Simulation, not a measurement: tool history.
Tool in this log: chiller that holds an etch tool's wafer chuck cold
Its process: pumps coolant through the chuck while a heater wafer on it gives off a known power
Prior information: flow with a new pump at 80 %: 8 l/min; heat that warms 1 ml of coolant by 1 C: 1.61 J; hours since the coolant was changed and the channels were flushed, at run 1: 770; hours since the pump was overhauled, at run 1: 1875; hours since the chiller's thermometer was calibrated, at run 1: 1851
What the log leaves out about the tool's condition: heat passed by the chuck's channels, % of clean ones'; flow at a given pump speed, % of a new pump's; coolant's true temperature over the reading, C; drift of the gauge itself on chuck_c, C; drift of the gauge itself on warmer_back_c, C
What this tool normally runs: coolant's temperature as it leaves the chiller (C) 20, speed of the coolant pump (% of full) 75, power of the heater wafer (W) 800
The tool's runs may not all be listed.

run	hour	coolant's temperature as it leaves the chiller (C)	speed of the coolant pump (% of full)	power of the heater wafer (W)	hours since the coolant was changed and the channels were flushed	hours since the pump was overhauled	hours since the chiller's thermometer was calibrated	chuck's temperature once it has settled (C)	how much warmer the coolant comes back (C)
1	0.0	20	75	800	770	1875	1851	27.6	4.13
2	31.8	20	75	800	802	1907	1882	27.6	4.15
3	84.2	20	75	800	854	1960	1935	27.4	4.13
4	128.9	20	75	800	899	2004	1979	27.5	4.24
5	171.8	22	75	800	942	2047	2022	29.6	4.11
6	228.6	22	75	800	998	2104	2079	29.7	4.22
7	272.9	20	78	912	1043	2148	2123	28.5	4.64
8	324.1	20	78	594	1094	2200	2175	25.8	2.97
# hour 328.1: chiller's thermometer calibrated
9	357.1	20	78	777	1126	2232	29	27.5	3.91
10	398.7	29	82	800	1168	2273	71	36.5	3.76
11	426.7	10	90	800	1196	2301	99	16.8	3.48
12	481.6	10	90	800	1251	2356	153	17.0	3.52

For each run, the measured value with the value that run would have given without the tool's hidden condition subtracted. The run-to-run variation is shared by both, the gauge scatter possibly not:
run	chuck's temperature once it has settled (C)	how much warmer the coolant comes back (C)
1	+0.8	+0.20
2	+0.8	+0.20
3	+0.8	+0.20
4	+0.8	+0.21
5	+0.8	+0.21
6	+0.9	+0.22
7	+0.9	+0.25
8	+0.8	+0.16
9	+1.1	+0.21
10	+1.1	+0.21
11	+1.1	+0.19
12	+1.1	+0.20
